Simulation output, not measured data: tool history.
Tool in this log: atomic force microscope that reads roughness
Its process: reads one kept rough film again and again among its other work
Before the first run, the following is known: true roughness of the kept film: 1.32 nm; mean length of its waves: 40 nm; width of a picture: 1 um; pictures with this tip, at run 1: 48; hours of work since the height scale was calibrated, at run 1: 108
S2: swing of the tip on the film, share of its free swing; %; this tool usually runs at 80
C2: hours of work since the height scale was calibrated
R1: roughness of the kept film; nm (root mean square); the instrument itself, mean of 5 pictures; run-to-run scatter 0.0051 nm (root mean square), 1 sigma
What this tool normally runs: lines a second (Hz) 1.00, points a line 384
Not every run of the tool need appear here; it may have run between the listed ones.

Run 1, hour 0.0: usual settings; pictures with this tip 48; C2 108. Result: R1 1.107 nm (root mean square).
Run 2, hour 25.0: usual settings; pictures with this tip 106; C2 125. Result: R1 1.076 nm (root mean square).
At hour 40.8: new tip fitted.
Run 3, hour 40.8: usual settings; pictures with this tip 0; C2 135. Result: R1 1.140 nm (root mean square).
Run 4, hour 51.8: usual settings; pictures with this tip 25; C2 142. Result: R1 1.135 nm (root mean square).
Run 5, hour 75.6: usual settings but S2 74 %; pictures with this tip 81; C2 158. Result: R1 1.137 nm (root mean square).
Run 6, hour 92.9: usual settings; pictures with this tip 121; C2 170. Result: R1 1.087 nm (root mean square).
At hour 104.2: new tip fitted.
Run 7, hour 110.1: usual settings; pictures with this tip 14; C2 181. Result: R1 1.143 nm (root mean square).
Run 8, hour 132.5: usual settings; pictures with this tip 66; C2 196. Result: R1 1.107 nm (root mean square).
Run 9, hour 157.2: usual settings; pictures with this tip 124; C2 213. Result: R1 1.081 nm (root mean square).
At hour 167.1: new tip fitted.
Run 10, hour 175.3: usual settings; pictures with this tip 19; C2 224. Result: R1 1.131 nm (root mean square).
Run 11, hour 200.7: usual settings; pictures with this tip 78; C2 241. Result: R1 1.100 nm (root mean square).
Run 12, hour 217.5: usual settings; pictures with this tip 117; C2 253. Result: R1 1.077 nm (root mean square).
At hour 228.8: new tip fitted.
Run 13, hour 240.9: usual settings; pictures with this tip 28; C2 268. Result: R1 1.132 nm (root mean square).
Run 14, hour 265.5: usual settings; pictures with this tip 86; C2 284. Result: R1 1.105 nm (root mean square).
Run 15, hour 278.3: usual settings but lines a second (Hz) 3.76; pictures with this tip 115; C2 293. Result: R1 0.843 nm (root mean square).
At hour 290.5: new tip fitted.
Run 16, hour 303.3: usual settings but lines a second (Hz) 3.76; pictures with this tip 30; C2 309. Result: R1 0.879 nm (root mean square).
Run 17, hour 325.8: usual settings but lines a second (Hz) 3.76, points a line 342; pictures with this tip 82; C2 325. Result: R1 0.854 nm (root mean square).
Run 18, hour 340.8: usual settings but lines a second (Hz) 3.76, points a line 342; pictures with this tip 117; C2 335. Result: R1 0.844 nm (root mean square).
At hour 353.0: new tip fitted.
Run 19, hour 354.2: usual settings; pictures with this tip 3; C2 343. Result: R1 1.140 nm (root mean square).
Run 20, hour 370.2: usual settings; pictures with this tip 40; C2 354. Result: R1 1.124 nm (root mean square).
Run 21, hour 389.3: usual settings; pictures with this tip 85; C2 367. Result: R1 1.089 nm (root mean square).
Run 22, hour 409.1: usual settings; pictures with this tip 131; C2 380. Result: R1 1.083 nm (root mean square).
At hour 414.9: new tip fitted.
Run 23, hour 428.0: usual settings; pictures with this tip 31; C2 392. Result: R1 1.118 nm (root mean square).
Run 24, hour 438.6: usual settings but lines a second (Hz) 1.34, S2 86 %, points a line 797; pictures with this tip 56; C2 399. Result: R1 1.024 nm (root mean square).
Run 25, hour 451.3: usual settings but lines a second (Hz) 1.34, S2 86 %, points a line 797; pictures with this tip 85; C2 408. Result: R1 1.023 nm (root mean square).
Run 26, hour 467.2: usual settings but lines a second (Hz) 1.34, S2 66 %, points a line 797; pictures with this tip 122; C2 418. Result: R1 1.128 nm (root mean square).
At hour 477.1: new tip fitted.
Run 27, hour 479.5: usual settings but lines a second (Hz) 0.69, points a line 888; pictures with this tip 6; C2 426. Result: R1 1.175 nm (root mean square).
Run 28, hour 494.4: usual settings but lines a second (Hz) 0.69, points a line 888; pictures with this tip 41; C2 436. Result: R1 1.153 nm (root mean square).
Run 29, hour 506.5: usual settings but lines a second (Hz) 3.77, S2 61 %, points a line 393; pictures with this tip 69; C2 444. Result: R1 1.067 nm (root mean square).
Run 30, hour 519.4: usual settings but lines a second (Hz) 1.85, S2 67 %, points a line 572; pictures with this tip 99; C2 453. Result: R1 1.095 nm (root mean square).
Run 31, hour 531.1: usual settings but lines a second (Hz) 1.49, S2 67 %, points a line 572; pictures with this tip 126; C2 461. Result: R1 1.112 nm (root mean square).
At hour 538.9: new tip fitted.
Run 32, hour 552.0: usual settings but lines a second (Hz) 1.61, S2 66 %; pictures with this tip 31; C2 475. Result: R1 1.150 nm (root mean square).
Run 33, hour 565.3: usual settings but lines a second (Hz) 3.97, S2 69 %, points a line 752; pictures with this tip 62; C2 484. Result: R1 0.992 nm (root mean square).
Run 34, hour 577.7: usual settings but lines a second (Hz) 0.76; pictures with this tip 91; C2 492. Result: R1 1.115 nm (root mean square).
Run 35, hour 588.4: usual settings but lines a second (Hz) 0.76; pictures with this tip 115; C2 499. Result: R1 1.107 nm (root mean square).
At hour 600.6: new tip fitted.
Run 36, hour 600.6: usual settings but lines a second (Hz) 3.27, S2 89 %; pictures with this tip 0; C2 507. Result: R1 0.804 nm (root mean square).
Run 37, hour 624.5: usual settings but lines a second (Hz) 1.42, S2 84 %, points a line 822; pictures with this tip 55; C2 523. Result: R1 1.043 nm (root mean square).
Run 38, hour 642.9: usual settings but lines a second (Hz) 1.53, S2 66 %, points a line 402; pictures with this tip 98; C2 535. Result: R1 1.121 nm (root mean square).
Run 39, hour 655.3: usual settings but lines a second (Hz) 1.11, S2 83 %, points a line 809; pictures with this tip 127; C2 543. Result: R1 1.049 nm (root mean square).
At hour 663.1: new tip fitted.
Run 40, hour 675.9: usual settings but lines a second (Hz) 1.11, S2 83 %, points a line 809; pictures with this tip 30; C2 557. Result: R1 1.084 nm (root mean square).
Run 41, hour 700.4: usual settings but lines a second (Hz) 1.11, S2 83 %, points a line 809; pictures with this tip 87; C2 573. Result: R1 1.062 nm (root mean square).
Run 42, hour 717.0: usual settings but lines a second (Hz) 1.11, S2 83 %, points a line 809; pictures with this tip 126; C2 584. Result: R1 1.039 nm (root mean square).
At hour 724.6: new tip fitted.
Run 43, hour 738.9: usual settings but lines a second (Hz) 0.65, S2 89 %, points a line 371; pictures with this tip 34; C2 599. Result: R1 1.114 nm (root mean square).
Run 44, hour 759.5: usual settings but lines a second (Hz) 2.53, S2 73 %, points a line 265; pictures with this tip 82; C2 613. Result: R1 1.010 nm (root mean square).
Run 45, hour 778.5: usual settings but lines a second (Hz) 2.53, S2 73 %, points a line 265; pictures with this tip 126; C2 625. Result: R1 0.994 nm (root mean square).

Forecast each of these 4 alternatives for the next run:
At hour 786.0: new tip fitted.
Run A, hour 800.2: usual settings but lines a second (Hz) 0.54, S2 74 %, points a line 940; pictures with this tip 34; C2 640. Result: R1 ?.
At hour 786.0: new tip fitted.
Run B, hour 800.2: usual settings but lines a second (Hz) 1.97, S2 76 %, points a line 590; pictures with this tip 34; C2 640. Result: R1 ?.
At hour 786.0: new tip fitted.
Run C, hour 800.2: usual settings but lines a second (Hz) 3.12, S2 61 %, points a line 440; pictures with this tip 34; C2 640. Result: R1 ?.
At hour 786.0: new tip fitted.
Run D, hour 800.2: usual settings but points a line 1022; pictures with this tip 34; C2 640. Result: R1 ?.

run     R1
  A  1.201
  B  1.052
  C  1.115
  D  1.118
The same runs, with their run-to-run variation unchanged, on a tool lacking any hidden condition would have given:
run     R1
  A  1.229
  B  1.077
  C  1.142
  D  1.144

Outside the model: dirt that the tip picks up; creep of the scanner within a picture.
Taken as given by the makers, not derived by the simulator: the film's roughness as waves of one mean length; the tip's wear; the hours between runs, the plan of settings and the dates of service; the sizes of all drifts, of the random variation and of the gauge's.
